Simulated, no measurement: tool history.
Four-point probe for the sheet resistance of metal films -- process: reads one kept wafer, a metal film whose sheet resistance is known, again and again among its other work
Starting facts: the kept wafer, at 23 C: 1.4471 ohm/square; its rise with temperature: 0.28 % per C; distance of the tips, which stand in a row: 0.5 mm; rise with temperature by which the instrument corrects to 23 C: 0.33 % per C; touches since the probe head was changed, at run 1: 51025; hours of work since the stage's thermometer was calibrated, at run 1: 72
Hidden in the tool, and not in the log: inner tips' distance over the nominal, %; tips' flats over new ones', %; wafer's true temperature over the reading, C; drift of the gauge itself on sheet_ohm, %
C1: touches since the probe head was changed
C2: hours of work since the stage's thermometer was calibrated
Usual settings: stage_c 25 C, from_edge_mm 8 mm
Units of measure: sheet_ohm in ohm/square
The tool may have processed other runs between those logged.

run 1 day=0 | stage_c=25 from_edge_mm=8 | C1=51025 C2=72 | sheet_ohm=1.438622
run 2 day=2.962 | stage_c=25 from_edge_mm=8 | C1=54771 C2=125 | sheet_ohm=1.4382
run 3 day=5.779 | stage_c=25 from_edge_mm=8 | C1=58335 C2=175 | sheet_ohm=1.438005
run 4 day=8.867 | stage_c=25 from_edge_mm=8 | C1=62246 C2=230 | sheet_ohm=1.437564
run 5 day=10.667 | stage_c=25 from_edge_mm=4 | C1=64520 C2=262 | sheet_ohm=1.446424
run 6 day=13.525 | stage_c=25 from_edge_mm=6 | C1=68139 C2=313 | sheet_ohm=1.439369
run 7 day=16.762 | stage_c=25 from_edge_mm=6 | C1=72233 C2=371 | sheet_ohm=1.438675
run 8 day=20.242 | stage_c=25 from_edge_mm=6 | C1=76637 C2=433 | sheet_ohm=1.437662
run 9 day=23.342 | stage_c=25 from_edge_mm=61 | C1=80562 C2=488 | sheet_ohm=1.432185
run 10 day=25.546 | stage_c=25 from_edge_mm=61 | C1=83347 C2=528 | sheet_ohm=1.431586
run 11 day=28.533 | stage_c=25 from_edge_mm=61 | C1=87130 C2=581 | sheet_ohm=1.43129
run 12 day=30.512 | stage_c=25 from_edge_mm=61 | C1=89633 C2=616 | sheet_ohm=1.431169
run 13 day=33.525 | stage_c=25 from_edge_mm=7 | C1=93446 C2=670 | sheet_ohm=1.434626
run 14 day=35.938 | stage_c=25 from_edge_mm=8 | C1=96499 C2=713 | sheet_ohm=1.433102
run 15 day=38.1 | stage_c=25 from_edge_mm=8 | C1=99234 C2=752 | sheet_ohm=1.433282
run 16 day=41.275 | stage_c=25 from_edge_mm=8 | C1=103251 C2=808 | sheet_ohm=1.433019
run 17 day=44.992 | stage_c=25 from_edge_mm=8 | C1=107956 C2=874 | sheet_ohm=1.43184
run 18 day=46.996 | stage_c=25 from_edge_mm=8 | C1=110490 C2=910 | sheet_ohm=1.431915
run 19 day=49.633 | stage_c=25 from_edge_mm=8 | C1=113825 C2=957 | sheet_ohm=1.431275
run 20 day=53.462 | stage_c=25 from_edge_mm=8 | C1=118671 C2=1025 | sheet_ohm=1.43035
run 21 day=55.117 | stage_c=21 from_edge_mm=8 | C1=120768 C2=1055 | sheet_ohm=1.432584
run 22 day=58.742 | stage_c=29 from_edge_mm=8 | C1=125349 C2=1119 | sheet_ohm=1.42669
run 23 day=61.804 | stage_c=29 from_edge_mm=8 | C1=129228 C2=1174 | sheet_ohm=1.425871
run 24 day=64.721 | stage_c=32 from_edge_mm=5 | C1=132920 C2=1226 | sheet_ohm=1.429159
run 25 day=66.921 | stage_c=32 from_edge_mm=5 | C1=135701 C2=1265 | sheet_ohm=1.428521
run 26 day=68.671 | stage_c=32 from_edge_mm=5 | C1=137914 C2=1296 | sheet_ohm=1.427681
run 27 day=71.017 | stage_c=32 from_edge_mm=5 | C1=140883 C2=1338 | sheet_ohm=1.427332
run 28 day=73.604 | stage_c=32 from_edge_mm=5 | C1=144156 C2=1384 | sheet_ohm=1.427287
run 29 day=76.004 | stage_c=23 from_edge_mm=67 | C1=147193 C2=1427 | sheet_ohm=1.425578
run 30 day=78.1 | stage_c=20 from_edge_mm=67 | C1=149848 C2=1465 | sheet_ohm=1.427295
run 31 day=79.954 | stage_c=19 from_edge_mm=71 | C1=152193 C2=1498 | sheet_ohm=1.426839
run 32 day=83.529 | stage_c=30 from_edge_mm=9 | C1=156718 C2=1561 | sheet_ohm=1.421758
run 33 day=85.083 | stage_c=34 from_edge_mm=8 | C1=158683 C2=1589 | sheet_ohm=1.419872
run 34 day=88.138 | stage_c=30 from_edge_mm=7 | C1=162550 C2=1643 | sheet_ohm=1.422306
run 35 day=91.662 | stage_c=30 from_edge_mm=7 | C1=167008 C2=1706 | sheet_ohm=1.421918
-- day=94.208 stage's thermometer calibrated
run 36 day=95.188 | stage_c=22 from_edge_mm=59 | C1=171440 C2=17 | sheet_ohm=1.425492
run 37 day=99.046 | stage_c=22 from_edge_mm=59 | C1=176322 C2=86 | sheet_ohm=1.424774
run 38 day=100.692 | stage_c=34 from_edge_mm=59 | C1=178408 C2=116 | sheet_ohm=1.416729
run 39 day=104.058 | stage_c=26 from_edge_mm=3 | C1=182668 C2=176 | sheet_ohm=1.442663
run 40 day=105.808 | stage_c=26 from_edge_mm=3 | C1=184882 C2=207 | sheet_ohm=1.44219
run 41 day=108.133 | stage_c=23 from_edge_mm=5 | C1=187825 C2=248 | sheet_ohm=1.430587
run 42 day=111.621 | stage_c=23 from_edge_mm=5 | C1=192233 C2=310 | sheet_ohm=1.430269
run 43 day=114.938 | stage_c=23 from_edge_mm=22 | C1=196431 C2=369 | sheet_ohm=1.421894
run 44 day=116.883 | stage_c=23 from_edge_mm=29 | C1=198895 C2=404 | sheet_ohm=1.421848

Hidden condition of the tool, last listed run before each entry between runs versus first listed run after:
Between runs 35 and 36: stage's thermometer calibrated (day 94.208)
  inner tips' distance over the nominal, %: -1.392 -> -1.422; tips' flats over new ones', %: 62 -> 63; wafer's true temperature over the reading, C: -0.7 -> 0.01
  measured value less the no-hidden-state value, sheet_ohm: -0.024457 -> -0.022218 ohm/square

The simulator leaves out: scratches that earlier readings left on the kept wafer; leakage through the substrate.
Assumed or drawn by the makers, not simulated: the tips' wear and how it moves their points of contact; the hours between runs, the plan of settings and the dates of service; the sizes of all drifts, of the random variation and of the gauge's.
